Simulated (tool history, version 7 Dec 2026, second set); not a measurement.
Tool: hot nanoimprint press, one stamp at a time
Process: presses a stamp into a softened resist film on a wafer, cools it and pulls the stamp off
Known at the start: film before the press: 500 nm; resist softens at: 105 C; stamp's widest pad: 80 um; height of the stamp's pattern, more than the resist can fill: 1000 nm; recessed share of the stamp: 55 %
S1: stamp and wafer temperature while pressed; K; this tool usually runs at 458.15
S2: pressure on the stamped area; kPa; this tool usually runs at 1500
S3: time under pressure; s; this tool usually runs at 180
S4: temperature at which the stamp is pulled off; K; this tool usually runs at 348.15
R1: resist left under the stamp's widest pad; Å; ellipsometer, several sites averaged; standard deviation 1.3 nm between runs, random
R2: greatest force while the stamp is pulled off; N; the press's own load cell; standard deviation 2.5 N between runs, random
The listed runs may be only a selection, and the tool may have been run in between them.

run 1 hour=0 | S1=458.15 S2=1500 S3=180 S4=348.15 | R1=2126 R2=140
run 2 hour=7 | S1=458.15 S2=1500 S3=180 S4=348.15 | R1=2122 R2=138
run 3 hour=13 | S1=458.15 S2=1500 S3=180 S4=348.15 | R1=2122 R2=140
run 4 hour=19.6 | S1=458.15 S2=1500 S3=180 S4=348.15 | R1=2127 R2=142
-- hour=26.5 plate thermocouple calibrated
run 5 hour=27.4 | S1=458.15 S2=1500 S3=180 S4=340.15 | R1=2051 R2=148
run 6 hour=33.2 | S1=458.15 S2=1500 S3=180 S4=348.15 | R1=2047 R2=143
run 7 hour=40.2 | S1=456.15 S2=1880 S3=180 S4=348.15 | R1=2065 R2=137
run 8 hour=46.6 | S1=456.15 S2=1750 S3=342 S4=348.15 | R1=1621 R2=139
run 9 hour=55.8 | S1=468.15 S2=1150 S3=108 S4=352.15 | R1=1823 R2=136
run 10 hour=60.4 | S1=456.15 S2=1190 S3=186 S4=352.15 | R1=2471 R2=137
run 11 hour=65.8 | S1=462.15 S2=1500 S3=180 S4=354.15 | R1=1679 R2=134
run 12 hour=73.4 | S1=462.15 S2=1500 S3=180 S4=354.15 | R1=1723 R2=133

Forecast each of these 5 alternatives for the next run:
run A hour=82.8 | S1=451.15 S2=1500 S3=210 S4=342.15 | R1=? R2=?
run B hour=82.8 | S1=454.15 S2=1500 S3=299 S4=340.15 | R1=? R2=?
run C hour=82.8 | S1=462.15 S2=1500 S3=281 S4=353.15 | R1=? R2=?
run D hour=82.8 | S1=455.15 S2=1500 S3=180 S4=341.15 | R1=? R2=?
run E hour=82.8 | S1=462.15 S2=1500 S3=290 S4=354.15 | R1=? R2=?

run=A R1=2744 R2=147
run=B R1=2046 R2=156
run=C R1=1417 R2=140
run=D R1=2375 R2=151
run=E R1=1386 R2=136
The same runs, with their run-to-run variation unchanged, on a tool lacking any hidden condition would have given:
run=A R1=2746 R2=119
run=B R1=2047 R2=127
run=C R1=1418 R2=114
run=D R1=2377 R2=122
run=E R1=1387 R2=111
